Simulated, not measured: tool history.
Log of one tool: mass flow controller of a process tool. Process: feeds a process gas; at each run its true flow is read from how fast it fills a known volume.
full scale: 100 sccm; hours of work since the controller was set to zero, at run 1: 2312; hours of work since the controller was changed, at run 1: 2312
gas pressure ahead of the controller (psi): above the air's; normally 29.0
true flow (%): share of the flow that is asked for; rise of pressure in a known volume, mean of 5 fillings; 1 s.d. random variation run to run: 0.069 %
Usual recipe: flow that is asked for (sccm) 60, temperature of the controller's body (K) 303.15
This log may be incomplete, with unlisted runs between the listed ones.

| run | hour | flow that is asked for (sccm) | gas pressure ahead of the controller (psi) | temperature of the controller's body (K) | hours of work since the controller was set to zero | hours of work since the controller was changed | true flow (%) |
|---|---|---|---|---|---|---|---|
| 1 | 0.0 | 60 | 29.0 | 303.15 | 2312 | 2312 | 100.25 |
| 2 | 133.5 | 60 | 29.0 | 303.15 | 2385 | 2385 | 100.35 |
| 3 | 265.4 | 88 | 29.0 | 303.15 | 2456 | 2456 | 100.55 |
| 4 | 398.0 | 88 | 39.5 | 303.15 | 2529 | 2529 | 100.49 |
| 5 | 515.8 | 18 | 29.0 | 303.15 | 2593 | 2593 | 102.56 |
| 6 | 644.9 | 18 | 29.0 | 303.15 | 2663 | 2663 | 102.59 |
| 7 | 780.6 | 18 | 29.0 | 303.15 | 2738 | 2738 | 102.58 |
| 8 | 889.9 | 18 | 29.0 | 303.15 | 2797 | 2797 | 102.73 |
| 9 | 1006.8 | 18 | 29.0 | 303.15 | 2861 | 2861 | 102.82 |
| 10 | 1072.7 | 18 | 29.0 | 303.15 | 2897 | 2897 | 102.87 |
| 11 | 1134.3 | 12 | 25.5 | 299.15 | 2930 | 2930 | 104.97 |
| 12 | 1270.3 | 60 | 29.0 | 307.15 | 3005 | 3005 | 100.59 |
| 13 | 1381.9 | 63 | 37.9 | 311.15 | 3065 | 3065 | 100.93 |
| 14 | 1484.1 | 35 | 29.0 | 302.15 | 3121 | 3121 | 100.93 |
| 15 | 1621.3 | 24 | 24.4 | 303.15 | 3196 | 3196 | 102.11 |
| 16 | 1713.8 | 45 | 24.4 | 303.15 | 3247 | 3247 | 100.74 |

Run 17, settings as shown, results not yet in. Your forecast:
| 17 | 1843.1 | 45 | 24.4 | 303.15 | 3317 | 3317 | ? |

Run 17 gave true flow (%) 100.82.
With the hidden condition absent and the run-to-run variation left alone, this run would have shown true flow (%) 99.01.
